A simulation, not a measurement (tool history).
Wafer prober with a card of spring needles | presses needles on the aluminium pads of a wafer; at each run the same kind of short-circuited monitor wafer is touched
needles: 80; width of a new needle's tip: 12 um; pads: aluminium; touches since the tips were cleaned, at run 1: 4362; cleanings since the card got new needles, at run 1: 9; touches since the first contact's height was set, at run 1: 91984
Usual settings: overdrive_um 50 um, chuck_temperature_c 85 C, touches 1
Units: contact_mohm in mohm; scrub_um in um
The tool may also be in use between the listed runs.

run    day  overdrive_um  chuck_temperature_c  touches  touches since the tips were cleaned  cleanings since the card got new needles  touches since the first contact's height was set  contact_mohm  scrub_um
  1  0.000            50                   85        1                                 4362                                         9                                             91984           447      5.93
  2  0.200            50                   85        3                                 5715                                         9                                             93337           320      5.91
  3  0.421            50                   85        2                                 7210                                         9                                             94832           372      5.93
     0.500  -- height of the first contact set anew
     0.633  -- tips cleaned on abrasive film
  4  0.633            50                   85        2                                    0                                        10                                               865           246      6.01
  5  1.017            50                   85        2                                 2590                                        10                                              3455           344      6.03
  6  1.321            50                   85        1                                 4651                                        10                                              5516           447      6.03
  7  1.629            50                   85        1                                 6738                                        10                                              7603           456      6.03
     1.892  -- tips cleaned on abrasive film
  8  1.971            50                   85        3                                  534                                        11                                              9861           268      6.01
  9  2.246            50                   85        3                                 2396                                        11                                             11723           303      6.01
 10  2.500            50                   85        3                                 4101                                        11                                             13428           316      5.97
 11  2.767            50                   85        2                                 5920                                        11                                             15247           372      5.96
     3.150  -- tips cleaned on abrasive film
 12  3.150            50                   85        2                                    0                                        12                                             17783           249      5.98
 13  3.383            50                   85        2                                 1596                                        12                                             19379           330      6.00
 14  3.592            50                   85        2                                 2985                                        12                                             20768           355      6.00
 15  3.954            50                   85        2                                 5431                                        12                                             23214           373      5.98
 16  4.250            50                   85        2                                 7438                                        12                                             25221           365      5.99
     4.417  -- tips cleaned on abrasive film
 17  4.508            50                   85        2                                  633                                        13                                             26942           298      5.97
 18  4.892            34                   61        1                                 3209                                        13                                             29518           658      4.04
 19  5.079            68                   83        3                                 4481                                        13                                             30790           280      8.16
 20  5.396            39                   97        3                                 6608                                        13                                             32917           378      4.65
 21  5.633            35                   51        3                                 8201                                        13                                             34510           407      4.16
     5.688  -- tips cleaned on abrasive film
 22  5.892            50                   43        1                                 1381                                        14                                             36224           367      5.95
 23  6.250            50                   43        1                                 3809                                        14                                             38652           448      5.98
 24  6.521            50                   43        1                                 5641                                        14                                             40484           459      5.96
 25  6.812            50                   49        1                                 7603                                        14                                             42446           469      5.95
     6.946  -- tips cleaned on abrasive film
 26  7.158            35                  105        1                                 1459                                        15                                             44763           522      4.16
 27  7.383            67                  105        2                                 2966                                        15                                             46270           308      8.00
 28  7.700            67                  105        2                                 5103                                        15                                             48407           318      8.00
 29  7.933            67                  105        2                                 6668                                        15                                             49972           316      7.99
     8.221  -- tips cleaned on abrasive film
 30  8.308            51                   85        3                                  594                                        16                                             52471           264      6.05
 31  8.550            51                   85        3                                 2231                                        16                                             54108           300      6.05
 32  8.933            51                   85        3                                 4810                                        16                                             56687           318      6.06
 33  9.308            51                   85        3                                 7347                                        16                                             59224           322      6.04
     9.479  -- tips cleaned on abrasive film
 34  9.521            51                   85        3                                  290                                        17                                             60625           259      6.05

Forecast each of these 3 alternatives for the next run:
  A  9.742            51                   85        2                                 1794                                        17                                             62129             ?         ?
  B  9.742            31                   58        2                                 1794                                        17                                             62129             ?         ?
  C  9.742            55                   94        3                                 1794                                        17                                             62129             ?         ?

run  contact_mohm  scrub_um
  A           337      6.04
  B           497      3.66
  C           292      6.54
Without the tool's hidden state the same runs would have given:
run  contact_mohm  scrub_um
  A           243      6.14
  B           247      3.76
  C           243      6.64
